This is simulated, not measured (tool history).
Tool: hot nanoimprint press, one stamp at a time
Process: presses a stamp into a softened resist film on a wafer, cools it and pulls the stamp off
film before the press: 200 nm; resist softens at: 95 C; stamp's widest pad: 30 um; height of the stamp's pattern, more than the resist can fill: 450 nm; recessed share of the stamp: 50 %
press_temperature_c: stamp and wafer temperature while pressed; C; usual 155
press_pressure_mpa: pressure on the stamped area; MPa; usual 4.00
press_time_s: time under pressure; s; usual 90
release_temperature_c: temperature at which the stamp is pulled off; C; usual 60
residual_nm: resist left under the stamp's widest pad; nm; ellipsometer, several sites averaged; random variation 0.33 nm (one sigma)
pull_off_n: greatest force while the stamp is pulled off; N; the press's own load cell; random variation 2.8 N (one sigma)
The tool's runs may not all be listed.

| run | hour | press_temperature_c | press_pressure_mpa | press_time_s | release_temperature_c | residual_nm | pull_off_n |
|---|---|---|---|---|---|---|---|
| 1 | 0.0 | 155 | 4.00 | 90 | 60 | 100.7 | 218 |
| 2 | 21.5 | 155 | 4.00 | 90 | 60 | 101.0 | 221 |
| 3 | 42.8 | 155 | 4.38 | 90 | 60 | 97.0 | 218 |
| 4 | 78.9 | 155 | 4.00 | 90 | 60 | 100.8 | 222 |
| 5 | 97.6 | 155 | 4.00 | 90 | 60 | 100.8 | 222 |
|  | 113.4 | stamp cleaned and given a new release coat |
|  | 121.4 | press's hydraulic seals changed and the load cell set to zero |
| 6 | 131.1 | 155 | 4.00 | 90 | 60 | 100.6 | 217 |
| 7 | 161.3 | 155 | 4.00 | 90 | 60 | 100.9 | 212 |
| 8 | 191.3 | 155 | 4.00 | 90 | 60 | 101.1 | 217 |
| 9 | 220.2 | 155 | 4.00 | 90 | 60 | 101.1 | 221 |
| 10 | 245.5 | 155 | 4.00 | 90 | 60 | 101.7 | 218 |
| 11 | 273.7 | 155 | 4.00 | 110 | 60 | 94.2 | 217 |
| 12 | 300.2 | 155 | 4.00 | 146 | 60 | 84.6 | 219 |
| 13 | 316.3 | 145 | 3.55 | 90 | 63 | 155.5 | 214 |
|  | 341.8 | plate thermocouple calibrated |
| 14 | 355.9 | 145 | 3.55 | 90 | 63 | 156.4 | 215 |

Forecast run 15:
| 15 | 374.1 | 145 | 3.55 | 90 | 63 | ? | ? |

residual_nm: 157.0 nm
pull_off_n: 218 N
Without the tool's hidden state the same run would have given residual_nm 156.0 nm, pull_off_n 217 N.

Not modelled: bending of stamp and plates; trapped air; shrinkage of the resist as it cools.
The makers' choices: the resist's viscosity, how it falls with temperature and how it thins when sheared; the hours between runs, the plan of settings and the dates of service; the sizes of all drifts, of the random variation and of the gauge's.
